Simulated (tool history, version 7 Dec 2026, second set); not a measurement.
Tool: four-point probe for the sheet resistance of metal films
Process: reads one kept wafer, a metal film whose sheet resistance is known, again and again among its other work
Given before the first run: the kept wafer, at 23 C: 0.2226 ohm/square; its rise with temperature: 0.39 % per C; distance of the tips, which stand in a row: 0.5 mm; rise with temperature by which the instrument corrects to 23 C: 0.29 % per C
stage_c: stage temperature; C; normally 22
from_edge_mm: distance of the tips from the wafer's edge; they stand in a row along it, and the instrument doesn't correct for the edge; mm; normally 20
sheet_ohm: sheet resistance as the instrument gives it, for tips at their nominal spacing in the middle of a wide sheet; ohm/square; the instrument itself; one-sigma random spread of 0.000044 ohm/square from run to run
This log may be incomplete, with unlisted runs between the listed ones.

Run 1, hour 0.0: usual settings. Result: sheet_ohm 0.222423 ohm/square.
Run 2, hour 70.6: usual settings. Result: sheet_ohm 0.222511 ohm/square.
Run 3, hour 125.9: usual settings. Result: sheet_ohm 0.222561 ohm/square.
Run 4, hour 195.7: usual settings. Result: sheet_ohm 0.222640 ohm/square.
Run 5, hour 278.1: usual settings. Result: sheet_ohm 0.222615 ohm/square.
Run 6, hour 323.8: usual settings. Result: sheet_ohm 0.222663 ohm/square.
Run 7, hour 400.5: usual settings. Result: sheet_ohm 0.222696 ohm/square.
Run 8, hour 466.2: usual settings. Result: sheet_ohm 0.222788 ohm/square.
Run 9, hour 518.7: usual settings. Result: sheet_ohm 0.222854 ohm/square.
Run 10, hour 559.9: usual settings but stage_c 19 C. Result: sheet_ohm 0.222187 ohm/square.
Run 11, hour 641.0: usual settings but stage_c 19 C. Result: sheet_ohm 0.222193 ohm/square.
Run 12, hour 712.2: usual settings but stage_c 19 C. Result: sheet_ohm 0.222272 ohm/square.
Run 13, hour 767.2: usual settings but stage_c 30 C, from_edge_mm 32 mm. Result: sheet_ohm 0.224764 ohm/square.
Run 14, hour 844.4: usual settings but stage_c 24 C, from_edge_mm 7 mm. Result: sheet_ohm 0.224010 ohm/square.
Run 15, hour 896.1: usual settings but stage_c 18 C, from_edge_mm 33 mm. Result: sheet_ohm 0.222111 ohm/square.
Run 16, hour 941.8: usual settings but stage_c 26 C, from_edge_mm 15 mm. Result: sheet_ohm 0.224102 ohm/square.
Run 17, hour 1010.3: usual settings but stage_c 26 C, from_edge_mm 15 mm. Result: sheet_ohm 0.224094 ohm/square.
Run 18, hour 1086.8: usual settings but stage_c 32 C, from_edge_mm 21 mm. Result: sheet_ohm 0.225409 ohm/square.
Run 19, hour 1130.0: usual settings but stage_c 29 C, from_edge_mm 29 mm. Result: sheet_ohm 0.224691 ohm/square.
At hour 1158.1: new probe head fitted.
Run 20, hour 1187.5: usual settings but stage_c 26 C, from_edge_mm 6 mm. Result: sheet_ohm 0.224063 ohm/square.
Run 21, hour 1235.4: usual settings but stage_c 27 C, from_edge_mm 33 mm. Result: sheet_ohm 0.223549 ohm/square.
Run 22, hour 1317.1: usual settings but stage_c 27 C, from_edge_mm 33 mm. Result: sheet_ohm 0.223483 ohm/square.
Run 23, hour 1369.1: usual settings but stage_c 21 C. Result: sheet_ohm 0.222329 ohm/square.
Run 24, hour 1407.4: usual settings but stage_c 21 C. Result: sheet_ohm 0.222286 ohm/square.

What if the next run were any one of these 4? Each begins from the tool's condition after run 24:
At hour 1447.9: stage's thermometer calibrated.
Run A, hour 1477.2: usual settings but from_edge_mm 35 mm. Result: sheet_ohm ?.
At hour 1447.9: stage's thermometer calibrated.
Run B, hour 1477.2: usual settings but stage_c 33 C, from_edge_mm 57 mm. Result: sheet_ohm ?.
At hour 1447.9: stage's thermometer calibrated.
Run C, hour 1477.2: usual settings but stage_c 29 C, from_edge_mm 21 mm. Result: sheet_ohm ?.
At hour 1447.9: stage's thermometer calibrated.
Run D, hour 1477.2: usual settings but stage_c 33 C, from_edge_mm 4 mm. Result: sheet_ohm ?.

run  sheet_ohm
  A   0.222411
  B   0.224682
  C   0.223959
  D   0.226634
Without the tool's unlogged condition, the same runs would have read:
run  sheet_ohm
  A   0.222443
  B   0.224715
  C   0.223991
  D   0.226667
